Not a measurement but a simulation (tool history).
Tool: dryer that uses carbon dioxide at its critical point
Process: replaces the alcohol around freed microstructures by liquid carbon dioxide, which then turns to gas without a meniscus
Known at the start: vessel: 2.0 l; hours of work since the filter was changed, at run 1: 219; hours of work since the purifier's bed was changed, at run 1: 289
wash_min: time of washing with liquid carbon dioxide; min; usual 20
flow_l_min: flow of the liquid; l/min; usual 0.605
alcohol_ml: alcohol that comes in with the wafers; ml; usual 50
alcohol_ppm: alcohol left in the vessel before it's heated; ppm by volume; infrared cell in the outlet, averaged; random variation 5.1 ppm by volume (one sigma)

run	hour	wash_min	flow_l_min	alcohol_ml	hours of work since the filter was changed	hours of work since the purifier's bed was changed	alcohol_ppm
1	0	20	0.605	50	219	289	188
2	11.5	20	0.605	50	228	298	192
3	27.8	20	0.605	50	240	310	212
4	39.8	20	0.605	50	249	319	212
5	52.2	20	0.605	50	259	329	219
6	66.6	20	0.605	50	270	340	225
7	85.4	31	0.78	50	284	354	112
8	96.7	24	0.78	50	293	363	119
9	112.8	24	0.78	50	305	375	109
10	133	29	1.027	61	321	391	113
11	151.2	26	0.766	22	335	405	118
12	166.7	12	0.401	98	346	417	6610

Forecast each of these 3 alternatives for the next run:
A	188.5	15	0.605	45	363	433	?
B	188.5	20	0.393	34	363	433	?
C	188.5	13	0.813	44	363	433	?

run	alcohol_ppm
A	582
B	765
C	332
Without the tool's hidden state the same runs would have given:
run	alcohol_ppm
A	278
B	418
C	109
